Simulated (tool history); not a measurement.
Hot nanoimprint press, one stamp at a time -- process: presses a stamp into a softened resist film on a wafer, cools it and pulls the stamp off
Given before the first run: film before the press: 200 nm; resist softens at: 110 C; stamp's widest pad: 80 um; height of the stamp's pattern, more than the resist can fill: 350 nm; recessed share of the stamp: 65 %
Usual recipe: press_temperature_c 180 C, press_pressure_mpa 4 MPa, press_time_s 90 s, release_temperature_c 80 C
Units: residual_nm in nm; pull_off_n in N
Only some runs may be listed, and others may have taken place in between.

run	hour	press_temperature_c	press_pressure_mpa	press_time_s	release_temperature_c	residual_nm	pull_off_n
1	0	180	4	90	80	78.4	229
2	3.9	180	4	90	74	78.1	267
3	12.2	180	4	90	74	78.3	281
4	16.9	180	4	90	80	77.6	239
5	22.1	180	4	90	67	80	313
6	27.4	180	4	90	67	78	316
7	34	180	4	90	67	77.6	316
8	38.6	180	6.09	90	80	64.7	232
9	47.6	180	6.09	90	80	65.4	235
10	54.9	180	6.09	90	80	62.9	239
11	59.6	180	4	90	80	78.8	235
12	67.7	180	4.2	90	80	76.9	244
13	72	180	4.2	90	80	77.4	244
14	76.8	180	4.2	90	80	76.8	254
15	83.8	180	4	56	80	95.4	239
16	87.9	180	4	166	67	62	317
# hour 91.3: plate thermocouple calibrated
17	98.3	180	4	166	67	62.2	329
18	102.2	180	2.77	90	81	94.3	239
19	107.8	183	4	114	80	60	246
20	112	183	4	114	80	62	245
21	119.1	183	4	114	80	60.6	260
# hour 127.1: plate thermocouple calibrated, once more
22	130.7	183	4.95	120	80	51.1	244
23	136.5	180	4	90	79	75.8	253
24	143.8	180	4.18	90	79	74.1	248
25	152.4	180	6.01	72	78	69	259
26	158.7	180	5.22	58	78	81	260
27	163.2	169	5.22	79	78	131.2	266
28	169.5	184	4	173	80	44.8	262
29	173.5	184	4	173	80	45.2	248

5 ways to go on from here, each from the tool as it stands after run 29. What would each give?
A	179.3	171	4	173	68	?	?
B	179.3	184	4	70	68	?	?
C	179.3	181	4	59	81	?	?
D	179.3	172	4	141	76	?	?
E	179.3	180	4.76	90	80	?	?

run	residual_nm	pull_off_n
A	99.8	340
B	65.3	340
C	84.8	249
D	102.2	282
E	70.6	259
With the hidden condition removed and each run's random variation left untouched, the same runs would have given:
run	residual_nm	pull_off_n
A	97	285
B	63.4	285
C	82.5	208
D	99.3	236
E	68.5	217
